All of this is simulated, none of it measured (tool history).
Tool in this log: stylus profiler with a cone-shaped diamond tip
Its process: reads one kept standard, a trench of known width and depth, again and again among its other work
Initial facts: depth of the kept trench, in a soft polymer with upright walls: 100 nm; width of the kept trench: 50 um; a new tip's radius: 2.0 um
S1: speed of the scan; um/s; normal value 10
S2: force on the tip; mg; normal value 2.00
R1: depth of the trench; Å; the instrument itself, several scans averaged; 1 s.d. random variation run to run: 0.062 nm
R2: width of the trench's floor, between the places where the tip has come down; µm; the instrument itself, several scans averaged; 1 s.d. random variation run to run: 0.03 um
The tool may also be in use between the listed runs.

run,day,S1,S2,R1,R2
1,0.000,10,2.00,1003.5,48.41
2,2.808,10,2.00,1004.3,48.49
3,5.442,10,2.00,1004.2,48.38
4,7.454,10,2.00,1003.8,48.38
5,8.929,10,2.00,1004.6,48.43
6,10.162,10,2.00,1004.1,48.38
7,12.283,10,3.48,1005.4,48.43
8,14.917,10,2.00,1003.9,48.37
9,17.696,10,2.00,1004.4,48.36
10,19.417,10,1.12,1001.7,48.34
11,21.696,12,1.12,1000.9,48.31
12,23.688,10,2.37,1003.7,48.36
13,25.242,10,2.00,1002.5,48.35
14,26.488,10,2.00,1002.0,48.33
15,28.825,10,2.00,1003.0,48.32
16,30.538,10,2.00,1003.1,48.32
17,31.996,10,2.00,1002.9,48.34
18,34.771,10,2.00,1002.8,48.31
19,37.175,5,0.74,1001.5,48.29
20,38.383,17,5.61,1007.9,48.32
21,39.921,2,2.59,1004.3,48.36
22,41.083,10,1.58,1001.4,48.26
23,42.888,24,1.97,1002.8,48.18
24,45.496,24,1.97,1002.5,48.15
25,46.950,24,1.97,1002.1,48.16
26,49.608,11,0.78,998.9,48.20
27,50.979,15,2.41,1002.3,48.18
28,53.692,29,2.00,1002.4,48.08
29,55.967,2,2.46,1002.9,48.24
30,58.217,4,3.29,1004.6,48.27
31,59.462,27,3.29,1004.8,48.18
32,60.767,24,3.29,1004.3,48.11
33,62.092,40,1.42,999.6,47.99
34,64.425,18,2.00,1000.9,48.15
35,66.638,10,5.02,1006.8,48.24
36,68.662,3,1.31,999.8,48.19

Consider 5 possible next runs. They are alternatives, not a sequence: every one starts from the tool as it was left by run 36. What does each give?
A,70.671,3,0.83,?,?
B,70.671,36,4.65,?,?
C,70.671,4,0.86,?,?
D,70.671,21,1.31,?,?
E,70.671,9,3.77,?,?

run,R1,R2
A,999.1,48.23
B,1005.4,48.11
C,998.2,48.20
D,999.7,48.07
E,1004.3,48.15
Had the tool no hidden state, the same runs would have come out as:
run,R1,R2
A,1003.5,48.74
B,1009.7,48.62
C,1002.5,48.70
D,1004.1,48.58
E,1008.7,48.66
